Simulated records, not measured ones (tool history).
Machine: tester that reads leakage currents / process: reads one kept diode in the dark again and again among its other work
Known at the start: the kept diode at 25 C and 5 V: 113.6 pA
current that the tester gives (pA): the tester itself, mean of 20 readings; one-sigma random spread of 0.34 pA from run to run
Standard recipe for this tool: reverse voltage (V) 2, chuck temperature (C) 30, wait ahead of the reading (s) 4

| run | hour | reverse voltage (V) | chuck temperature (C) | wait ahead of the reading (s) | current that the tester gives (pA) |
|---|---|---|---|---|---|
| 1 | 0 | 2 | 30 | 4 | 120.45 |
| 2 | 22.2 | 2 | 30 | 3.81 | 120.85 |
| 3 | 38.4 | 2 | 30 | 4 | 121.37 |
| 4 | 60.9 | 2 | 30 | 4 | 113.17 |
| 5 | 76.2 | 2 | 30 | 4 | 113.48 |
| 6 | 94.3 | 2 | 30 | 4 | 113.55 |
| 7 | 125.6 | 2 | 30 | 4 | 113.31 |
| 8 | 149.6 | 2 | 30 | 4 | 113.75 |
| 9 | 172.3 | 2 | 28 | 4 | 95.14 |
| 10 | 195.8 | 2 | 28 | 4 | 95.16 |
| 11 | 215.7 | 2 | 30 | 4 | 114.24 |
| 12 | 232 | 2 | 30 | 4 | 114.24 |
| 13 | 263.8 | 2 | 30 | 4 | 114.14 |
| 14 | 292.4 | 2 | 30 | 2.52 | 114.51 |
| 15 | 318 | 2 | 30 | 2.52 | 114.66 |
| 16 | 339.9 | 2 | 30 | 0.34 | 115.6 |
| 17 | 360.2 | 2 | 30 | 0.34 | 115.29 |
| 18 | 374.3 | 2 | 27 | 4 | 88.42 |
| 19 | 405.9 | 2 | 36 | 4 | 193.49 |
| 20 | 422.7 | 2 | 36 | 4 | 193.79 |
| 21 | 449.9 | 2 | 36 | 4 | 192.87 |
| 22 | 477.8 | 2 | 41 | 4 | 295.78 |
| 23 | 498.1 | 7.89 | 33 | 2.6 | 316.74 |
| 24 | 521.9 | 2.19 | 33 | 3.48 | 156.34 |
| 25 | 536.5 | 6.63 | 37 | 6.97 | 403.88 |
| 26 | 561.1 | 7.33 | 37 | 6.97 | 425.71 |
| 27 | 586.7 | 7.33 | 37 | 1.18 | 429.68 |
| 28 | 612.5 | 7.33 | 37 | 1.18 | 429.9 |
| 29 | 636.3 | 2.99 | 24 | 1.28 | 85.16 |
| 30 | 656 | 4.98 | 33 | 3.71 | 238.56 |
| 31 | 679.4 | 4.98 | 33 | 3.71 | 238.69 |
| 32 | 700.4 | 1.33 | 33 | 0.91 | 118.37 |
| 33 | 719.3 | 1.33 | 33 | 0.91 | 119.22 |
| 34 | 748.6 | 4.56 | 23 | 0.84 | 91.86 |
| 35 | 778.6 | 2.14 | 25 | 4.03 | 74.2 |
| 36 | 796.7 | 2.14 | 25 | 4.03 | 74.61 |
| 37 | 825.4 | 1.34 | 54 | 0.6 | 681.89 |
| 38 | 848.2 | 7.09 | 56 | 0.88 | 1922.59 |
| 39 | 868.2 | 5.96 | 30 | 0.4 | 204.91 |

Not shown: 2 entries that the log had between the listed runs. Between which runs, and how does the tool's hidden state differ before and after?
Runs 3 to 4: chuck's temperature calibrated (hour 55.4)
  stray current of the dirty probe card, pA a volt: 1.301 -> 1.31; current scale over the true one, %: 0.37 -> 0.38; true chuck temperature over the reading, C: 0.72 -> -0.01
  measured less the result without the state, current that the tester gives (pA): +10.39 -> +2.9
Runs 29 to 30: probe card cleaned and baked (hour 647)
  stray current of the dirty probe card, pA a volt: 1.566 -> 0.029; current scale over the true one, %: 0.56 -> 0.57
  measured less the result without the state, current that the tester gives (pA): +6.14 -> +4.38
